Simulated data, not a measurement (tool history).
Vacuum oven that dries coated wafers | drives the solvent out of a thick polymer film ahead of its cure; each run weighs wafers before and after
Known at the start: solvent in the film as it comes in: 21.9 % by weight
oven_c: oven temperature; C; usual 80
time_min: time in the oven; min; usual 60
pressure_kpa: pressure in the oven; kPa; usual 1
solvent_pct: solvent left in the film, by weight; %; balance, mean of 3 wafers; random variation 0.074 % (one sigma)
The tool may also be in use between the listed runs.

Run 1, day 0: usual settings. Result: solvent_pct 6.95 %.
Run 2, day 1.554: usual settings. Result: solvent_pct 6.83 %.
Run 3, day 4.138: usual settings but time_min 62 min. Result: solvent_pct 6.85 %.
Run 4, day 5.725: usual settings. Result: solvent_pct 7.22 %.
Run 5, day 7.525: usual settings. Result: solvent_pct 7.15 %.
Run 6, day 9.933: usual settings. Result: solvent_pct 7.13 %.
Run 7, day 12.638: usual settings. Result: solvent_pct 7.88 %.
Run 8, day 14.654: usual settings. Result: solvent_pct 8.27 %.
Run 9, day 16.017: usual settings. Result: solvent_pct 8.13 %.
Run 10, day 17.829: usual settings. Result: solvent_pct 5.6 %.
Run 11, day 19.912: usual settings. Result: solvent_pct 5.65 %.
Run 12, day 22.358: usual settings. Result: solvent_pct 5.77 %.
Run 13, day 23.508: usual settings. Result: solvent_pct 5.87 %.
Run 14, day 24.642: usual settings. Result: solvent_pct 5.84 %.
Run 15, day 25.708: usual settings. Result: solvent_pct 5.73 %.
Run 16, day 28.075: usual settings. Result: solvent_pct 5.9 %.
Run 17, day 30.058: usual settings but pressure_kpa 1.01 kPa. Result: solvent_pct 5.84 %.
Run 18, day 31.833: usual settings but time_min 46 min, pressure_kpa 0.95 kPa. Result: solvent_pct 7.3 %.
Run 19, day 34.071: usual settings but oven_c 82 C, time_min 63 min. Result: solvent_pct 5.06 %.
Run 20, day 36.429: usual settings but oven_c 76 C, time_min 44 min, pressure_kpa 0.56 kPa. Result: solvent_pct 8.66 %.
Run 21, day 38.871: usual settings but oven_c 81 C, time_min 42 min, pressure_kpa 0.67 kPa. Result: solvent_pct 7.16 %.
Run 22, day 40.996: usual settings but pressure_kpa 3.01 kPa. Result: solvent_pct 9.75 %.
Run 23, day 43.542: usual settings but oven_c 86 C, pressure_kpa 1.58 kPa. Result: solvent_pct 4.94 %.
Run 24, day 45.212: usual settings but oven_c 77 C, time_min 95 min, pressure_kpa 0.65 kPa. Result: solvent_pct 4.32 %.
Run 25, day 47.367: usual settings but oven_c 92 C, time_min 35 min, pressure_kpa 3.76 kPa. Result: solvent_pct 7.98 %.
Run 26, day 49.425: usual settings but oven_c 93 C, time_min 35 min, pressure_kpa 3.76 kPa. Result: solvent_pct 7.89 %.
Run 27, day 51.604: usual settings but oven_c 84 C, time_min 35 min, pressure_kpa 2.78 kPa. Result: solvent_pct 9.82 %.
Run 28, day 53.9: usual settings but oven_c 84 C, time_min 35 min, pressure_kpa 2.78 kPa. Result: solvent_pct 9.8 %.
Run 29, day 55.388: usual settings but oven_c 84 C, time_min 35 min, pressure_kpa 2.78 kPa. Result: solvent_pct 9.8 %.
Run 30, day 56.925: usual settings but time_min 91 min. Result: solvent_pct 4.23 %.
Run 31, day 58.283: usual settings but oven_c 70 C, time_min 71 min, pressure_kpa 1.78 kPa. Result: solvent_pct 11 %.
Run 32, day 60.271: usual settings but oven_c 70 C, time_min 71 min, pressure_kpa 1.78 kPa. Result: solvent_pct 10.88 %.
Run 33, day 62.238: usual settings but oven_c 91 C, time_min 71 min, pressure_kpa 1.78 kPa. Result: solvent_pct 3.49 %.

Taken out of this log: 4 entries between the listed runs. Where each belongs, and how the hidden state differs across it:
Between runs 5 and 6: oven's thermocouples calibrated (day 8.562)
  true wafer temperature over the reading, C: -0.44 -> -0.28; true pressure over the reading, kPa: 0.874 -> 0.893
  measured less the result without the state, solvent_pct: +1.67 -> +1.64 %
Between runs 6 and 7: vacuum gauge cleaned of residue and calibrated (day 10.454)
  true wafer temperature over the reading, C: -0.28 -> -0.33; true pressure over the reading, kPa: 0.893 -> 1.424
  measured less the result without the state, solvent_pct: +1.64 -> +2.53 %
Between runs 9 and 10: vacuum gauge cleaned of residue and calibrated, once more (day 16.671)
  true wafer temperature over the reading, C: -0.38 -> -0.41; true pressure over the reading, kPa: 1.451 -> 0.015
  measured less the result without the state, solvent_pct: +2.65 -> +0.17 %
Between runs 26 and 27: oven's thermocouples calibrated (day 49.671)
  true wafer temperature over the reading, C: -0.92 -> 0.05; true pressure over the reading, kPa: 0.266 -> 0.283
  measured less the result without the state, solvent_pct: +0.64 -> +0.35 %
